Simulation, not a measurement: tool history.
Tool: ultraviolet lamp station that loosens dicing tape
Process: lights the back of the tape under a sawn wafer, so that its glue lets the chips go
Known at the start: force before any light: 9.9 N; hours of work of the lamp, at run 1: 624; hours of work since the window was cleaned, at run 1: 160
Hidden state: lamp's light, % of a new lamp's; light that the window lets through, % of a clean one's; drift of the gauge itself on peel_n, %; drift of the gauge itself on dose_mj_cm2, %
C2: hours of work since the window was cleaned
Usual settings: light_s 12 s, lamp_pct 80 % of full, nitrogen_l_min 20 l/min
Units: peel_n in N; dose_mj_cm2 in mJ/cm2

Run 1, hour 0.0: usual settings; hours of work of the lamp 624; C2 160. Result: peel_n 0.359 N, dose_mj_cm2 526 mJ/cm2.
Run 2, hour 44.4: usual settings; hours of work of the lamp 643; C2 179. Result: peel_n 0.361 N, dose_mj_cm2 533 mJ/cm2.
Run 3, hour 66.3: usual settings; hours of work of the lamp 652; C2 188. Result: peel_n 0.359 N, dose_mj_cm2 529 mJ/cm2.
Run 4, hour 105.7: usual settings; hours of work of the lamp 668; C2 204. Result: peel_n 0.346 N, dose_mj_cm2 530 mJ/cm2.
Run 5, hour 134.2: usual settings; hours of work of the lamp 680; C2 216. Result: peel_n 0.358 N, dose_mj_cm2 524 mJ/cm2.
Run 6, hour 154.6: usual settings; hours of work of the lamp 688; C2 224. Result: peel_n 0.359 N, dose_mj_cm2 534 mJ/cm2.
Run 7, hour 191.8: usual settings; hours of work of the lamp 704; C2 240. Result: peel_n 0.346 N, dose_mj_cm2 533 mJ/cm2.
Run 8, hour 218.3: usual settings but lamp_pct 90 % of full; hours of work of the lamp 715; C2 251. Result: peel_n 0.298 N, dose_mj_cm2 599 mJ/cm2.
Run 9, hour 242.1: usual settings but lamp_pct 90 % of full; hours of work of the lamp 725; C2 261. Result: peel_n 0.298 N, dose_mj_cm2 594 mJ/cm2.
Run 10, hour 289.9: usual settings but light_s 8 s; hours of work of the lamp 744; C2 280. Result: peel_n 0.852 N, dose_mj_cm2 351 mJ/cm2.
Run 11, hour 332.6: usual settings but light_s 8 s; hours of work of the lamp 762; C2 298. Result: peel_n 0.874 N, dose_mj_cm2 354 mJ/cm2.
Run 12, hour 354.1: usual settings but light_s 8 s; hours of work of the lamp 771; C2 307. Result: peel_n 0.822 N, dose_mj_cm2 353 mJ/cm2.
Run 13, hour 381.5: usual settings but light_s 22 s, lamp_pct 62 % of full, nitrogen_l_min 12 l/min; hours of work of the lamp 782; C2 318. Result: peel_n 0.260 N, dose_mj_cm2 755 mJ/cm2.
Run 14, hour 411.7: usual settings but light_s 22 s, lamp_pct 62 % of full, nitrogen_l_min 12 l/min; hours of work of the lamp 795; C2 331. Result: peel_n 0.271 N, dose_mj_cm2 746 mJ/cm2.
Run 15, hour 453.4: usual settings but lamp_pct 64 % of full, nitrogen_l_min 36 l/min; hours of work of the lamp 812; C2 348. Result: peel_n 0.392 N, dose_mj_cm2 423 mJ/cm2.
At hour 486.9: lamp changed.
Run 16, hour 491.6: usual settings but lamp_pct 64 % of full, nitrogen_l_min 36 l/min; hours of work of the lamp 2; C2 363. Result: peel_n 0.398 N, dose_mj_cm2 423 mJ/cm2.
Run 17, hour 517.9: usual settings but light_s 6 s, lamp_pct 75 % of full, nitrogen_l_min 36 l/min; hours of work of the lamp 13; C2 374. Result: peel_n 1.207 N, dose_mj_cm2 247 mJ/cm2.
Run 18, hour 565.5: usual settings but nitrogen_l_min 6 l/min; hours of work of the lamp 33; C2 394. Result: peel_n 0.934 N, dose_mj_cm2 530 mJ/cm2.
Run 19, hour 613.4: usual settings but nitrogen_l_min 6 l/min; hours of work of the lamp 52; C2 414. Result: peel_n 0.940 N, dose_mj_cm2 530 mJ/cm2.
At hour 641.0: window cleaned of glue's vapour.
Run 20, hour 650.4: usual settings but light_s 10 s, nitrogen_l_min 11 l/min; hours of work of the lamp 67; C2 4. Result: peel_n 0.846 N, dose_mj_cm2 446 mJ/cm2.
Run 21, hour 690.8: usual settings but lamp_pct 97 % of full, nitrogen_l_min 32 l/min; hours of work of the lamp 84; C2 21. Result: peel_n 0.223 N, dose_mj_cm2 642 mJ/cm2.

Forecast each of these 3 alternatives for the next run:
Run A, hour 725.0: usual settings but lamp_pct 70 % of full; hours of work of the lamp 98; C2 35. Result: peel_n ?, dose_mj_cm2 ?.
Run B, hour 725.0: usual settings but lamp_pct 99 % of full; hours of work of the lamp 98; C2 35. Result: peel_n ?, dose_mj_cm2 ?.
Run C, hour 725.0: usual settings but light_s 8 s, lamp_pct 69 % of full, nitrogen_l_min 7 l/min; hours of work of the lamp 98; C2 35. Result: peel_n ?, dose_mj_cm2 ?.

run  peel_n  dose_mj_cm2
  A   0.479          465
  B   0.250          659
  C   2.243          303
Without the tool's hidden state the same runs would have given:
run  peel_n  dose_mj_cm2
  A   0.478          465
  B   0.250          660
  C   2.242          303

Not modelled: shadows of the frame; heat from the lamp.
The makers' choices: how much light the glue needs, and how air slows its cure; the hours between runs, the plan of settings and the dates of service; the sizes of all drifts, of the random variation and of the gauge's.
